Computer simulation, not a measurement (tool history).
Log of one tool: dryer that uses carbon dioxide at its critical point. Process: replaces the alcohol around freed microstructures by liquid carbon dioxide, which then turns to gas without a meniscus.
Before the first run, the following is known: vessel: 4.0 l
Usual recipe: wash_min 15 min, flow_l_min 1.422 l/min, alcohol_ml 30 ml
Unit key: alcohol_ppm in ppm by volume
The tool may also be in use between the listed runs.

run,hour,wash_min,flow_l_min,alcohol_ml,alcohol_ppm
1,0,15,1.422,30,95
2,7.4,15,1.422,30,90
3,15.6,15,1.4,30,101
4,24.1,15,1.4,30,82
5,32.6,15,1.4,30,94
6,42.5,15,1.4,30,97
7,47.3,15,1.4,30,97
8,53.7,15,1.4,30,89
9,61.6,15,1.74,30,50
10,69.6,15,1.422,31,93
11,75.5,15,2.41,30,25
12,83.5,14,2.33,48,36
13,93.6,14,2.33,48,38
14,98.4,15,1.422,30,83
15,102.8,10,1.422,60,663
16,111,13,1.422,111,490
17,120,13,1.422,111,484
18,124.4,15,1.422,51,141
19,130.6,20,1.44,46,55

Consider 5 possible next runs. They are alternatives, not a sequence: every one starts from the tool as it was left by run 19. What does each give?
A,140.4,10,1.44,32,?
B,140.4,12,1.93,60,?
C,140.4,18,1.33,84,?
D,140.4,15,1.04,39,?
E,140.4,15,1.422,84,?

run,alcohol_ppm
A,366
B,107
C,137
D,365
E,220
Stripped of hidden state, with their random variation kept, the same runs would have yielded:
run,alcohol_ppm
A,272
B,53
C,76
D,269
E,140

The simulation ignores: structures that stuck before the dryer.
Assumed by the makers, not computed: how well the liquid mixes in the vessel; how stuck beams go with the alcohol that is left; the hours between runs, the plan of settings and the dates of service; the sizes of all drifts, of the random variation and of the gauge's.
